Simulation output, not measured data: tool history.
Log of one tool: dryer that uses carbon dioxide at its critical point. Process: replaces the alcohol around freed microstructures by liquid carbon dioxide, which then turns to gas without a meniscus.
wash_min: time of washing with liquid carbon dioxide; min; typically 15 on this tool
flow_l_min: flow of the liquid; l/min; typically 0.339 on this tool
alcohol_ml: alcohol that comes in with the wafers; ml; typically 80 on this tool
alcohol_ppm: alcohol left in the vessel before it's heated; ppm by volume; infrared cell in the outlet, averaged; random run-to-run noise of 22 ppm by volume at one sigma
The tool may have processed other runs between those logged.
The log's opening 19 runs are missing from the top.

| run | hour | wash_min | flow_l_min | alcohol_ml | hours of work since the filter was changed | hours of work since the purifier's bed was changed | alcohol_ppm |
|---|---|---|---|---|---|---|---|
| 20 | 191.2 | 13 | 0.339 | 80 | 156 | 204 | 2868 |
| 21 | 200.1 | 15 | 0.339 | 80 | 161 | 209 | 1759 |
| 22 | 210.7 | 15 | 0.495 | 80 | 166 | 214 | 355 |
| 23 | 223.9 | 15 | 0.492 | 80 | 174 | 221 | 370 |
| 24 | 231.1 | 15 | 0.492 | 80 | 177 | 225 | 381 |
| 25 | 242.1 | 15 | 0.492 | 80 | 183 | 231 | 369 |
| 26 | 250.9 | 22 | 0.248 | 21 | 188 | 236 | 379 |
| 27 | 262.7 | 22 | 0.248 | 21 | 195 | 242 | 371 |
| 28 | 269.1 | 15 | 0.547 | 31 | 198 | 246 | 122 |
| 29 | 276.1 | 15 | 0.339 | 97 | 202 | 250 | 2252 |
| 30 | 282.8 | 13 | 0.462 | 46 | 206 | 253 | 604 |
| 31 | 291.0 | 9 | 0.361 | 53 | 210 | 258 | 4740 |
| 32 | 305.4 | 19 | 0.336 | 41 | 218 | 266 | 390 |
| 33 | 319.0 | 15 | 0.548 | 94 | 225 | 273 | 275 |
| 34 | 327.3 | 15 | 0.227 | 41 | 230 | 278 | 3158 |
| 35 | 340.8 | 15 | 0.380 | 46 | 237 | 285 | 741 |
| 36 | 346.8 | 15 | 0.380 | 46 | 240 | 288 | 760 |
| 37 | 359.2 | 15 | 0.266 | 80 | 247 | 295 | 4173 |
| 38 | 367.2 | 15 | 0.239 | 95 | 251 | 299 | 6323 |

Run 39, settings as shown, results not yet in. Your forecast:
| 39 | 373.1 | 11 | 0.339 | 95 | 255 | 302 | ? |

{"run 39": {"alcohol_ppm": 6184}}
Take away the tool's hidden state, keep the run-to-run variation as it was, and the same run would have given alcohol_ppm 5006 ppm by volume.
